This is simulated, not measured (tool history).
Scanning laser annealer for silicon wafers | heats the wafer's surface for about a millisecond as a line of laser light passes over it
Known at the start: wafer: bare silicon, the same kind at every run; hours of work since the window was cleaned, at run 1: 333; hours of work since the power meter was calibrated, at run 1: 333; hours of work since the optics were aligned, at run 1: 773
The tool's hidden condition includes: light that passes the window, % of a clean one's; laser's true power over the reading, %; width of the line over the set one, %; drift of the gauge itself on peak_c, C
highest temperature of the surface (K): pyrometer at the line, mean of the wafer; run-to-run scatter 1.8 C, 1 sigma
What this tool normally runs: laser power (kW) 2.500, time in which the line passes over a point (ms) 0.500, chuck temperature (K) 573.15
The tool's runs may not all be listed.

run	hour	laser power (kW)	time in which the line passes over a point (ms)	chuck temperature (K)	hours of work since the window was cleaned	hours of work since the power meter was calibrated	hours of work since the optics were aligned	highest temperature of the surface (K)
1	0.0	2.500	0.500	573.15	333	333	773	1262.15
2	24.4	2.500	0.500	573.15	351	351	791	1259.15
3	54.5	2.500	0.500	592.15	372	372	812	1279.15
4	73.6	2.500	0.500	592.15	385	385	825	1277.15
5	97.3	2.500	0.500	592.15	402	402	842	1279.15
6	128.2	2.500	0.500	592.15	424	424	864	1275.15
7	141.8	2.500	0.500	573.15	434	434	873	1253.15
8	168.4	2.500	0.532	573.15	452	452	892	1274.15
9	194.3	2.500	0.532	573.15	471	471	910	1273.15
10	213.7	2.500	0.532	573.15	484	484	924	1272.15
11	242.9	2.500	0.532	573.15	505	505	945	1268.15
# hour 262.3: window over the wafer cleaned
12	272.8	2.500	0.532	573.15	7	525	964	1296.15
13	295.3	2.500	0.500	588.15	23	541	980	1291.15
14	324.9	2.500	0.500	588.15	44	561	1001	1286.15
15	346.4	2.500	0.440	571.15	59	577	1016	1233.15
16	362.2	2.500	0.440	571.15	70	588	1028	1228.15
17	380.7	2.673	0.493	573.15	84	601	1041	1310.15
18	409.3	2.673	0.493	573.15	104	621	1061	1309.15
19	430.6	2.673	0.493	558.15	119	636	1076	1295.15
20	460.7	2.666	0.493	561.15	140	657	1097	1294.15
21	487.7	2.666	0.493	561.15	159	676	1116	1295.15
22	502.3	2.666	0.493	561.15	169	687	1127	1291.15
23	530.5	2.614	0.372	611.15	189	707	1146	1247.15
24	548.6	2.614	0.372	611.15	202	719	1159	1243.15

5 ways to go on from here, each from the tool as it stands after run 24. What would each give?
A	573.0	2.392	0.372	611.15	219	737	1176	?
B	573.0	2.413	0.356	560.15	219	737	1176	?
C	573.0	2.614	0.404	558.15	219	737	1176	?
D	573.0	2.532	0.500	573.15	219	737	1176	?
E	573.0	2.614	0.475	601.15	219	737	1176	?

run	highest temperature of the surface (K)
A	1192.15
B	1137.15
C	1217.15
D	1270.15
E	1307.15
Stripped of hidden state, with their random variation kept, the same runs would have yielded:
run	highest temperature of the surface (K)
A	1209.15
B	1153.15
C	1236.15
D	1290.15
E	1327.15

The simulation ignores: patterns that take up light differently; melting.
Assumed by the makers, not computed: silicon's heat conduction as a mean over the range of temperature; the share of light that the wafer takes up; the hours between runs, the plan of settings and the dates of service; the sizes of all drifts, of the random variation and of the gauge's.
